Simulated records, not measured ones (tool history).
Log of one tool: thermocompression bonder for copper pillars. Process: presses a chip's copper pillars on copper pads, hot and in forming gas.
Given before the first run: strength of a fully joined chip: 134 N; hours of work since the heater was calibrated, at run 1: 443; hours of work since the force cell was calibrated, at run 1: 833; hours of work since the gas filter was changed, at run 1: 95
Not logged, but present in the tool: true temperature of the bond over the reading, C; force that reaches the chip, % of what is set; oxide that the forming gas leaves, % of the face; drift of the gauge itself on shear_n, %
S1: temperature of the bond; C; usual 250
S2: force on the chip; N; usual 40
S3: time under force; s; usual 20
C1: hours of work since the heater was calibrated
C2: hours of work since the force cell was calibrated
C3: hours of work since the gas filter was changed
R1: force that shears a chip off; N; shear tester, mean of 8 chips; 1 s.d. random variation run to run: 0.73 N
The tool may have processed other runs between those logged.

run 1 hour=0.0 | S1=250 S2=40 S3=20 | C1=443 C2=833 C3=95 | R1=87.8
run 2 hour=44.7 | S1=250 S2=40 S3=20 | C1=474 C2=865 C3=126 | R1=89.1
run 3 hour=103.9 | S1=250 S2=40 S3=20 | C1=516 C2=906 C3=167 | R1=87.2
run 4 hour=139.3 | S1=250 S2=40 S3=20 | C1=540 C2=931 C3=192 | R1=87.2
run 5 hour=191.6 | S1=250 S2=40 S3=10 | C1=577 C2=967 C3=228 | R1=70.9
-- hour=225.1 forming gas filter changed
run 6 hour=229.8 | S1=250 S2=40 S3=10 | C1=603 C2=993 C3=3 | R1=70.1
run 7 hour=291.7 | S1=250 S2=40 S3=10 | C1=646 C2=1037 C3=46 | R1=71.7
run 8 hour=318.1 | S1=250 S2=40 S3=20 | C1=665 C2=1055 C3=65 | R1=87.7
run 9 hour=374.9 | S1=250 S2=40 S3=20 | C1=705 C2=1095 C3=105 | R1=86.9
-- hour=417.5 heater calibrated with a thermocouple chip
run 10 hour=436.8 | S1=250 S2=40 S3=20 | C1=13 C2=1137 C3=146 | R1=87.6
run 11 hour=488.7 | S1=250 S2=40 S3=20 | C1=50 C2=1173 C3=183 | R1=87.2
run 12 hour=549.4 | S1=250 S2=40 S3=20 | C1=92 C2=1215 C3=225 | R1=87.8
-- hour=590.5 forming gas filter changed
run 13 hour=592.9 | S1=229 S2=40 S3=20 | C1=122 C2=1245 C3=2 | R1=74.2
run 14 hour=638.7 | S1=250 S2=40 S3=13 | C1=154 C2=1277 C3=34 | R1=76.2
run 15 hour=687.9 | S1=250 S2=59 S3=13 | C1=188 C2=1312 C3=68 | R1=101.9
run 16 hour=738.7 | S1=250 S2=59 S3=13 | C1=224 C2=1347 C3=104 | R1=101.1
run 17 hour=798.9 | S1=250 S2=48 S3=20 | C1=266 C2=1389 C3=146 | R1=99.2
run 18 hour=851.0 | S1=250 S2=40 S3=20 | C1=302 C2=1426 C3=182 | R1=86.6
run 19 hour=902.9 | S1=222 S2=40 S3=20 | C1=339 C2=1462 C3=218 | R1=68.5
run 20 hour=941.8 | S1=241 S2=40 S3=20 | C1=366 C2=1489 C3=245 | R1=82.1
-- hour=951.6 forming gas filter changed
run 21 hour=1004.1 | S1=241 S2=40 S3=20 | C1=409 C2=1532 C3=37 | R1=81.3
run 22 hour=1037.7 | S1=265 S2=25 S3=25 | C1=432 C2=1556 C3=60 | R1=72.4
run 23 hour=1073.7 | S1=261 S2=40 S3=48 | C1=457 C2=1581 C3=85 | R1=114.7
run 24 hour=1118.2 | S1=261 S2=40 S3=48 | C1=489 C2=1612 C3=116 | R1=114.0
run 25 hour=1165.1 | S1=261 S2=40 S3=48 | C1=521 C2=1645 C3=149 | R1=113.4
run 26 hour=1202.2 | S1=261 S2=40 S3=48 | C1=547 C2=1670 C3=175 | R1=112.4
run 27 hour=1236.5 | S1=250 S2=37 S3=57 | C1=571 C2=1694 C3=199 | R1=106.5
run 28 hour=1283.5 | S1=250 S2=37 S3=57 | C1=604 C2=1727 C3=232 | R1=105.7
-- hour=1311.8 forming gas filter changed
run 29 hour=1327.1 | S1=226 S2=37 S3=57 | C1=634 C2=1757 C3=11 | R1=91.0
run 30 hour=1374.5 | S1=226 S2=37 S3=57 | C1=667 C2=1790 C3=44 | R1=90.2
run 31 hour=1433.0 | S1=226 S2=24 S3=16 | C1=708 C2=1831 C3=85 | R1=38.1
-- hour=1455.6 force cell calibrated
-- hour=1469.7 heater calibrated with a thermocouple chip
run 32 hour=1471.9 | S1=250 S2=34 S3=20 | C1=2 C2=10 C3=109 | R1=76.7
run 33 hour=1521.4 | S1=241 S2=44 S3=33 | C1=36 C2=45 C3=144 | R1=100.4
run 34 hour=1558.4 | S1=250 S2=25 S3=38 | C1=62 C2=70 C3=170 | R1=72.8
run 35 hour=1587.1 | S1=278 S2=32 S3=20 | C1=82 C2=90 C3=190 | R1=91.7
run 36 hour=1628.9 | S1=236 S2=40 S3=20 | C1=111 C2=120 C3=219 | R1=76.1
-- hour=1676.3 forming gas filter changed
run 37 hour=1679.3 | S1=231 S2=41 S3=18 | C1=146 C2=154 C3=2 | R1=73.2
run 38 hour=1719.3 | S1=231 S2=41 S3=18 | C1=174 C2=182 C3=30 | R1=73.1
run 39 hour=1764.0 | S1=231 S2=41 S3=18 | C1=205 C2=214 C3=61 | R1=73.9

Each row is a separate what-if for the run after 39, all from the same tool condition, not one after another. Results?
run A hour=1813.3 | S1=227 S2=52 S3=18 | C1=240 C2=248 C3=96 | R1=?
run B hour=1813.3 | S1=250 S2=52 S3=20 | C1=240 C2=248 C3=96 | R1=?
run C hour=1813.3 | S1=271 S2=46 S3=13 | C1=240 C2=248 C3=96 | R1=?
run D hour=1813.3 | S1=231 S2=24 S3=27 | C1=240 C2=248 C3=96 | R1=?

run=A R1=86.4
run=B R1=104.3
run=C R1=100.0
run=D R1=50.5
Stripped of hidden state, with their random variation kept, the same runs would have yielded:
run=A R1=86.3
run=B R1=104.3
run=C R1=100.0
run=D R1=50.5

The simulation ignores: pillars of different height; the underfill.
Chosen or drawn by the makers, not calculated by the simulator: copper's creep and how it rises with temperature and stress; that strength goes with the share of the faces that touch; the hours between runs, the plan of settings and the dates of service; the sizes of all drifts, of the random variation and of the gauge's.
